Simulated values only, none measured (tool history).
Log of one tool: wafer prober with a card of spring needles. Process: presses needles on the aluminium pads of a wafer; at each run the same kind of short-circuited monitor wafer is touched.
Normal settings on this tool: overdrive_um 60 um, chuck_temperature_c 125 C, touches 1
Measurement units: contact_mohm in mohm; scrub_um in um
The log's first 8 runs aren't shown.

run,hour,overdrive_um,chuck_temperature_c,touches,contact_mohm,scrub_um
# hour 120.0: tips cleaned on abrasive film
9,125.5,60,69,1,421,15.01
# hour 128.9: tips cleaned on abrasive film
# hour 137.8: tips cleaned on abrasive film
10,143.6,53,125,1,461,13.18
# hour 146.7: tips cleaned on abrasive film
# hour 155.8: tips cleaned on abrasive film
11,162.2,60,125,2,364,14.94
# hour 165.2: tips cleaned on abrasive film
# hour 175.4: tips cleaned on abrasive film
12,183.2,60,26,1,464,14.88
# hour 184.3: tips cleaned on abrasive film
# hour 194.2: tips cleaned on abrasive film
13,199.9,60,26,1,411,14.79
# hour 203.4: tips cleaned on abrasive film
14,209.4,60,26,1,434,14.81
# hour 213.8: tips cleaned on abrasive film
15,220.0,60,125,1,434,14.84
# hour 222.9: tips cleaned on abrasive film
# hour 231.9: tips cleaned on abrasive film
16,236.5,58,125,1,395,14.26
# hour 242.1: tips cleaned on abrasive film
17,250.3,58,125,1,509,14.21
# hour 252.2: tips cleaned on abrasive film
# hour 261.3: tips cleaned on abrasive film
18,262.3,58,125,1,306,14.17
# hour 271.2: tips cleaned on abrasive film
19,276.7,60,41,2,337,14.70
# hour 280.5: tips cleaned on abrasive film
# hour 289.5: tips cleaned on abrasive film
20,290.1,65,39,1,261,15.88
# hour 299.6: tips cleaned on abrasive film
# hour 308.1: tips cleaned on abrasive film
21,312.4,71,125,1,359,17.48
# hour 317.3: tips cleaned on abrasive film
# hour 326.6: tips cleaned on abrasive film
22,327.8,51,117,2,304,12.10
# hour 335.6: tips cleaned on abrasive film
# hour 338.7: height of the first contact set anew
# hour 345.0: tips cleaned on abrasive film
23,345.0,45,52,2,247,11.67
# hour 354.2: tips cleaned on abrasive film
24,355.8,62,52,2,268,16.01
# hour 363.9: tips cleaned on abrasive film
# hour 373.8: tips cleaned on abrasive film
25,376.1,44,125,2,349,11.28
# hour 382.3: tips cleaned on abrasive film
26,389.5,44,29,2,494,11.28
# hour 391.1: tips cleaned on abrasive film
# hour 399.8: tips cleaned on abrasive film
27,399.8,44,29,2,252,11.25
# hour 410.0: tips cleaned on abrasive film
28,417.6,44,32,2,513,11.19
# hour 418.9: tips cleaned on abrasive film
# hour 429.1: tips cleaned on abrasive film
29,431.7,57,118,3,286,14.52
# hour 437.9: tips cleaned on abrasive film
# hour 446.9: tips cleaned on abrasive film
30,453.2,62,41,2,341,15.74

Here are 5 independent what-if runs from the current tool condition. What would each one return?
# hour 456.9: tips cleaned on abrasive film
# hour 466.9: tips cleaned on abrasive film
A,470.1,60,62,1,?,?
# hour 456.9: tips cleaned on abrasive film
# hour 466.9: tips cleaned on abrasive film
B,470.1,60,125,1,?,?
# hour 456.9: tips cleaned on abrasive film
# hour 466.9: tips cleaned on abrasive film
C,470.1,47,106,1,?,?
# hour 456.9: tips cleaned on abrasive film
# hour 466.9: tips cleaned on abrasive film
D,470.1,65,75,1,?,?
# hour 456.9: tips cleaned on abrasive film
# hour 466.9: tips cleaned on abrasive film
E,470.1,62,70,2,?,?

run,contact_mohm,scrub_um
A,353,15.16
B,357,15.15
C,436,11.80
D,342,16.57
E,303,15.72
Without the tool's hidden state the same runs would have given:
run,contact_mohm,scrub_um
A,225,15.52
B,239,15.51
C,242,12.16
D,232,16.93
E,228,16.08
